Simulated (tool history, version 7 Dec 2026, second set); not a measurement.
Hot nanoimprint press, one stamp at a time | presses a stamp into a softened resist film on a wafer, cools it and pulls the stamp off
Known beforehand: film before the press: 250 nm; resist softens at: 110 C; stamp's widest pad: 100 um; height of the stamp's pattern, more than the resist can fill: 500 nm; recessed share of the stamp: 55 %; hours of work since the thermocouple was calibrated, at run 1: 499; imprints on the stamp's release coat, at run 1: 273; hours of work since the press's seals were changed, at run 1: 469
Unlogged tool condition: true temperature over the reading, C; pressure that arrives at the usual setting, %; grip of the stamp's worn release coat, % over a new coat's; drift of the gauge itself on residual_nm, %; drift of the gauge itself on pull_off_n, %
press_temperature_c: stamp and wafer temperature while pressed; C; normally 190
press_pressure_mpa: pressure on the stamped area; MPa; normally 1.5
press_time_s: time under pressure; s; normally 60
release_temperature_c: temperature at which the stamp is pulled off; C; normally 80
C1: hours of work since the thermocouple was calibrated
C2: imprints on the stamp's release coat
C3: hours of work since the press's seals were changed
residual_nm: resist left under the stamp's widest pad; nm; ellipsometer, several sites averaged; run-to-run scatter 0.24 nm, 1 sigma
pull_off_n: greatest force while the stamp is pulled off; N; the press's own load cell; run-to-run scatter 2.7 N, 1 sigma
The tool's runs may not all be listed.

run 1 day=0 | press_temperature_c=190 press_pressure_mpa=1.5 press_time_s=60 release_temperature_c=80 | C1=499 C2=273 C3=469 | residual_nm=129.3 pull_off_n=127
run 2 day=0.979 | press_temperature_c=196 press_pressure_mpa=1.5 press_time_s=60 release_temperature_c=80 | C1=515 C2=398 C3=485 | residual_nm=99.8 pull_off_n=121
run 3 day=1.562 | press_temperature_c=190 press_pressure_mpa=1.5 press_time_s=60 release_temperature_c=80 | C1=524 C2=472 C3=494 | residual_nm=129.3 pull_off_n=130
run 4 day=2.65 | press_temperature_c=190 press_pressure_mpa=1.5 press_time_s=60 release_temperature_c=80 | C1=542 C2=610 C3=511 | residual_nm=129.2 pull_off_n=127
run 5 day=3.233 | press_temperature_c=190 press_pressure_mpa=1.5 press_time_s=60 release_temperature_c=80 | C1=551 C2=684 C3=521 | residual_nm=128.8 pull_off_n=119
-- day=3.558 plate thermocouple calibrated
run 6 day=4.325 | press_temperature_c=190 press_pressure_mpa=1.5 press_time_s=60 release_temperature_c=80 | C1=12 C2=807 C3=536 | residual_nm=129.5 pull_off_n=130
run 7 day=4.871 | press_temperature_c=190 press_pressure_mpa=1.5 press_time_s=60 release_temperature_c=80 | C1=21 C2=877 C3=545 | residual_nm=128.8 pull_off_n=132
run 8 day=5.575 | press_temperature_c=190 press_pressure_mpa=1.5 press_time_s=60 release_temperature_c=80 | C1=32 C2=966 C3=556 | residual_nm=128.9 pull_off_n=126
run 9 day=6.108 | press_temperature_c=187 press_pressure_mpa=1.5 press_time_s=60 release_temperature_c=80 | C1=41 C2=1034 C3=565 | residual_nm=145.5 pull_off_n=124
-- day=7.083 stamp cleaned and given a new release coat
run 10 day=7.175 | press_temperature_c=187 press_pressure_mpa=1.5 press_time_s=60 release_temperature_c=80 | C1=54 C2=12 C3=578 | residual_nm=145.8 pull_off_n=126
-- day=8.171 press's hydraulic seals changed and the load cell set to zero
run 11 day=8.471 | press_temperature_c=187 press_pressure_mpa=1.5 press_time_s=60 release_temperature_c=80 | C1=69 C2=134 C3=5 | residual_nm=145.7 pull_off_n=121
run 12 day=9.029 | press_temperature_c=187 press_pressure_mpa=1.5 press_time_s=60 release_temperature_c=80 | C1=78 C2=205 C3=14 | residual_nm=145.4 pull_off_n=128
run 13 day=9.571 | press_temperature_c=190 press_pressure_mpa=1.5 press_time_s=60 release_temperature_c=75 | C1=87 C2=274 C3=22 | residual_nm=128.6 pull_off_n=139
run 14 day=10.217 | press_temperature_c=190 press_pressure_mpa=1.5 press_time_s=60 release_temperature_c=80 | C1=97 C2=356 C3=33 | residual_nm=128.6 pull_off_n=126
run 15 day=11.175 | press_temperature_c=190 press_pressure_mpa=1.5 press_time_s=60 release_temperature_c=80 | C1=113 C2=478 C3=48 | residual_nm=128.6 pull_off_n=129
run 16 day=12.062 | press_temperature_c=188 press_pressure_mpa=1.98 press_time_s=34 release_temperature_c=67 | C1=127 C2=591 C3=62 | residual_nm=152.5 pull_off_n=166
run 17 day=12.517 | press_temperature_c=188 press_pressure_mpa=1.98 press_time_s=34 release_temperature_c=67 | C1=134 C2=649 C3=70 | residual_nm=152.3 pull_off_n=171
run 18 day=13.588 | press_temperature_c=199 press_pressure_mpa=1.98 press_time_s=34 release_temperature_c=71 | C1=151 C2=785 C3=87 | residual_nm=98 pull_off_n=152
run 19 day=14.1 | press_temperature_c=199 press_pressure_mpa=1.98 press_time_s=71 release_temperature_c=75 | C1=160 C2=850 C3=95 | residual_nm=70.9 pull_off_n=143
run 20 day=15.208 | press_temperature_c=201 press_pressure_mpa=1.84 press_time_s=94 release_temperature_c=73 | C1=177 C2=991 C3=113 | residual_nm=59.2 pull_off_n=149
run 21 day=16.017 | press_temperature_c=192 press_pressure_mpa=1.84 press_time_s=64 release_temperature_c=73 | C1=190 C2=1094 C3=126 | residual_nm=105.6 pull_off_n=151
-- day=16.471 stamp cleaned and given a new release coat
run 22 day=17.096 | press_temperature_c=186 press_pressure_mpa=1.27 press_time_s=64 release_temperature_c=73 | C1=204 C2=79 C3=139 | residual_nm=155 pull_off_n=139
run 23 day=18.142 | press_temperature_c=186 press_pressure_mpa=1.75 press_time_s=64 release_temperature_c=76 | C1=221 C2=212 C3=156 | residual_nm=139.1 pull_off_n=140
run 24 day=19.012 | press_temperature_c=190 press_pressure_mpa=2.33 press_time_s=89 release_temperature_c=80 | C1=234 C2=323 C3=170 | residual_nm=91.1 pull_off_n=126
run 25 day=19.475 | press_temperature_c=190 press_pressure_mpa=2.33 press_time_s=89 release_temperature_c=80 | C1=242 C2=382 C3=177 | residual_nm=91.3 pull_off_n=125
-- day=19.788 gauge calibrated
run 26 day=20.238 | press_temperature_c=190 press_pressure_mpa=2.33 press_time_s=110 release_temperature_c=80 | C1=254 C2=479 C3=189 | residual_nm=84.6 pull_off_n=123
run 27 day=21.146 | press_temperature_c=199 press_pressure_mpa=1.5 press_time_s=43 release_temperature_c=80 | C1=269 C2=594 C3=204 | residual_nm=101.6 pull_off_n=127
run 28 day=21.767 | press_temperature_c=187 press_pressure_mpa=1.5 press_time_s=60 release_temperature_c=84 | C1=279 C2=673 C3=214 | residual_nm=145.8 pull_off_n=118
run 29 day=22.846 | press_temperature_c=182 press_pressure_mpa=1.5 press_time_s=60 release_temperature_c=80 | C1=296 C2=810 C3=231 | residual_nm=174 pull_off_n=128

Alternative continuations, all from the tool just after run 29; predict every row:
run A day=23.604 | press_temperature_c=196 press_pressure_mpa=1.07 press_time_s=60 release_temperature_c=80 | C1=308 C2=907 C3=244 | residual_nm=? pull_off_n=?
run B day=23.604 | press_temperature_c=199 press_pressure_mpa=1.96 press_time_s=60 release_temperature_c=80 | C1=308 C2=907 C3=244 | residual_nm=? pull_off_n=?
run C day=23.604 | press_temperature_c=184 press_pressure_mpa=1.5 press_time_s=103 release_temperature_c=80 | C1=308 C2=907 C3=244 | residual_nm=? pull_off_n=?
run D day=23.604 | press_temperature_c=201 press_pressure_mpa=1.5 press_time_s=60 release_temperature_c=65 | C1=308 C2=907 C3=244 | residual_nm=? pull_off_n=?

run=A residual_nm=114.9 pull_off_n=128
run=B residual_nm=77.6 pull_off_n=122
run=C residual_nm=136.9 pull_off_n=123
run=D residual_nm=80.3 pull_off_n=170
Stripped of hidden state, with their random variation kept, the same runs would have yielded:
run=A residual_nm=115.2 pull_off_n=127
run=B residual_nm=77.8 pull_off_n=121
run=C residual_nm=137.4 pull_off_n=121
run=D residual_nm=80.6 pull_off_n=168

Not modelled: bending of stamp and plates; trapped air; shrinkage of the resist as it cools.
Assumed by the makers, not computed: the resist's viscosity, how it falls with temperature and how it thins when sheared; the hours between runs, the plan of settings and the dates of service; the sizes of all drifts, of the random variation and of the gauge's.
